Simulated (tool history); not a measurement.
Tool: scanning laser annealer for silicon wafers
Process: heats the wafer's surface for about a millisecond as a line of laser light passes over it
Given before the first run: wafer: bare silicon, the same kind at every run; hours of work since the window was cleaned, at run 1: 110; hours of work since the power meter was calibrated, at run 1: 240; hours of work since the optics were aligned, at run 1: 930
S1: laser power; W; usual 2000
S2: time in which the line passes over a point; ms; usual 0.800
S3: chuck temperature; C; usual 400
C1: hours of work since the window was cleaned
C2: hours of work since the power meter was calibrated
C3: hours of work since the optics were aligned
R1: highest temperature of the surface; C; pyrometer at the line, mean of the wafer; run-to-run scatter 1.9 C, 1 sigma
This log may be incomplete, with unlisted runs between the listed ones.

| run | hour | S1 | S2 | S3 | C1 | C2 | C3 | R1 |
|---|---|---|---|---|---|---|---|---|
| 1 | 0.0 | 2000 | 0.800 | 400 | 110 | 240 | 930 | 1220 |
| 2 | 33.5 | 2000 | 0.800 | 400 | 127 | 256 | 947 | 1217 |
| 3 | 48.5 | 2000 | 0.800 | 400 | 134 | 263 | 954 | 1215 |
| 4 | 72.5 | 2000 | 0.800 | 400 | 146 | 275 | 966 | 1216 |
| 5 | 105.5 | 1772 | 0.800 | 400 | 162 | 291 | 982 | 1118 |
| 6 | 120.6 | 2000 | 0.560 | 400 | 170 | 299 | 990 | 1062 |
| 7 | 153.7 | 2000 | 0.710 | 400 | 186 | 315 | 1006 | 1162 |
| 8 | 171.5 | 2000 | 0.710 | 400 | 195 | 324 | 1015 | 1161 |
| 9 | 204.3 | 2000 | 0.710 | 400 | 211 | 340 | 1031 | 1157 |
| 10 | 230.6 | 2000 | 0.710 | 400 | 224 | 353 | 1044 | 1159 |
| 11 | 255.8 | 2000 | 0.710 | 400 | 236 | 365 | 1056 | 1159 |
| 12 | 270.2 | 2000 | 0.710 | 400 | 243 | 372 | 1063 | 1157 |
| 13 | 302.9 | 2000 | 0.800 | 426 | 259 | 388 | 1079 | 1240 |
| 14 | 326.5 | 2000 | 0.800 | 426 | 271 | 400 | 1091 | 1238 |
| 15 | 342.9 | 2000 | 0.800 | 390 | 279 | 408 | 1099 | 1204 |
| 16 | 368.5 | 2000 | 0.800 | 400 | 291 | 420 | 1111 | 1211 |
| 17 | 395.2 | 2000 | 0.800 | 400 | 304 | 434 | 1125 | 1211 |
| 18 | 420.8 | 2000 | 0.935 | 400 | 317 | 446 | 1137 | 1290 |
| 19 | 452.2 | 2000 | 0.935 | 400 | 332 | 462 | 1153 | 1289 |
| 20 | 475.8 | 2000 | 0.646 | 400 | 344 | 473 | 1164 | 1110 |
| 21 | 509.9 | 2000 | 0.646 | 400 | 361 | 490 | 1181 | 1113 |
| 22 | 535.0 | 2000 | 0.646 | 400 | 373 | 502 | 1193 | 1111 |
| 23 | 554.1 | 2000 | 0.646 | 400 | 382 | 512 | 1203 | 1111 |
| 24 | 573.9 | 2077 | 0.935 | 380 | 392 | 521 | 1212 | 1304 |
| 25 | 607.3 | 2077 | 0.935 | 380 | 409 | 538 | 1229 | 1303 |
| 26 | 624.2 | 2000 | 0.755 | 400 | 417 | 546 | 1237 | 1180 |
|  | 640.9 | window over the wafer cleaned |
| 27 | 643.4 | 1815 | 0.763 | 430 | 1 | 555 | 1245 | 1150 |
| 28 | 674.0 | 1798 | 0.990 | 424 | 16 | 570 | 1260 | 1257 |
| 29 | 690.3 | 1798 | 0.990 | 424 | 24 | 578 | 1269 | 1256 |
| 30 | 711.4 | 1798 | 0.990 | 424 | 35 | 588 | 1279 | 1254 |
| 31 | 742.0 | 1827 | 0.800 | 400 | 50 | 603 | 1294 | 1148 |
| 32 | 768.9 | 1828 | 0.758 | 400 | 63 | 616 | 1307 | 1119 |
| 33 | 791.2 | 1980 | 0.747 | 375 | 74 | 627 | 1318 | 1155 |
| 34 | 812.5 | 1867 | 0.800 | 363 | 84 | 638 | 1328 | 1122 |
| 35 | 837.1 | 1890 | 0.953 | 373 | 96 | 650 | 1341 | 1233 |
| 36 | 861.7 | 1890 | 0.985 | 431 | 108 | 662 | 1353 | 1304 |
| 37 | 883.6 | 1787 | 0.800 | 411 | 119 | 672 | 1363 | 1139 |
| 38 | 901.2 | 1916 | 0.900 | 400 | 128 | 681 | 1372 | 1240 |
| 39 | 918.1 | 2108 | 0.800 | 423 | 136 | 689 | 1380 | 1289 |
| 40 | 951.5 | 1931 | 0.600 | 430 | 153 | 706 | 1397 | 1092 |

Predict each of these 4 candidate next runs independently; none follows another, all start after run 40:
| A | 972.1 | 2000 | 0.800 | 405 | 163 | 716 | 1407 | ? |
| B | 972.1 | 2049 | 0.800 | 400 | 163 | 716 | 1407 | ? |
| C | 972.1 | 2000 | 0.800 | 409 | 163 | 716 | 1407 | ? |
| D | 972.1 | 1797 | 0.800 | 400 | 163 | 716 | 1407 | ? |

| run | R1 |
|---|---|
| A | 1220 |
| B | 1237 |
| C | 1227 |
| D | 1130 |
What these runs would have given with no unlogged condition in the tool:
| run | R1 |
|---|---|
| A | 1240 |
| B | 1257 |
| C | 1247 |
| D | 1148 |
